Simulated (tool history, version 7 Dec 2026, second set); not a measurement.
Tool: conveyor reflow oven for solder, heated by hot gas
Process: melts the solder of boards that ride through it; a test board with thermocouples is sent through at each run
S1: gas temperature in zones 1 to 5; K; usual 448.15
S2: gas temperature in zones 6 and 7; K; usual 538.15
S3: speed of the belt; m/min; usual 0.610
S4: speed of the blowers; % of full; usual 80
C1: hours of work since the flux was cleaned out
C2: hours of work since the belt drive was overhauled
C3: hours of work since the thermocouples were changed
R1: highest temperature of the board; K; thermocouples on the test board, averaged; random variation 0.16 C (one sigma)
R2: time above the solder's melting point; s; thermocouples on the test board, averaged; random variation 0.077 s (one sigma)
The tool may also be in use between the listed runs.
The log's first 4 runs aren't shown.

| run | hour | S1 | S2 | S3 | S4 | C1 | C2 | C3 | R1 | R2 |
|---|---|---|---|---|---|---|---|---|---|---|
| 5 | 109.5 | 461.15 | 538.15 | 0.651 | 80 | 145 | 908 | 145 | 529.85 | 57.46 |
| 6 | 130.2 | 448.15 | 537.15 | 0.610 | 80 | 158 | 921 | 158 | 528.95 | 56.67 |
|  | 158.8 | flux residue cleaned out of gas plates and filters |
| 7 | 162.7 | 448.15 | 537.15 | 0.610 | 80 | 2 | 938 | 175 | 528.55 | 56.34 |
| 8 | 185.6 | 448.15 | 538.15 | 0.610 | 80 | 16 | 952 | 189 | 529.45 | 57.11 |
| 9 | 205.1 | 448.15 | 538.15 | 0.610 | 80 | 29 | 964 | 201 | 529.35 | 57.00 |
| 10 | 234.8 | 452.15 | 538.15 | 0.610 | 80 | 47 | 982 | 219 | 529.65 | 58.29 |
| 11 | 266.2 | 452.15 | 538.15 | 0.610 | 80 | 66 | 1001 | 239 | 529.55 | 58.38 |
| 12 | 291.8 | 452.15 | 538.15 | 0.610 | 80 | 82 | 1017 | 254 | 529.45 | 58.23 |
|  | 305.7 | flux residue cleaned out of gas plates and filters, once more |
| 13 | 325.4 | 452.15 | 538.15 | 0.610 | 80 | 12 | 1035 | 272 | 530.65 | 58.96 |
| 14 | 350.9 | 448.15 | 530.15 | 0.610 | 80 | 28 | 1051 | 288 | 522.45 | 53.67 |
| 15 | 387.6 | 448.15 | 530.15 | 0.610 | 80 | 50 | 1073 | 310 | 522.05 | 53.43 |

The next listed run, before its measurement:
|  | 398.1 | belt drive overhauled, speed set with a stopwatch |
| 16 | 422.8 | 445.15 | 538.15 | 0.610 | 55 | 70 | 15 | 330 | ? | ? |

{"run 16": {"R1": 524.25, "R2": 51.07}}
Without the tool's hidden state the same run would have given R1 525.05 K, R2 51.65 s.

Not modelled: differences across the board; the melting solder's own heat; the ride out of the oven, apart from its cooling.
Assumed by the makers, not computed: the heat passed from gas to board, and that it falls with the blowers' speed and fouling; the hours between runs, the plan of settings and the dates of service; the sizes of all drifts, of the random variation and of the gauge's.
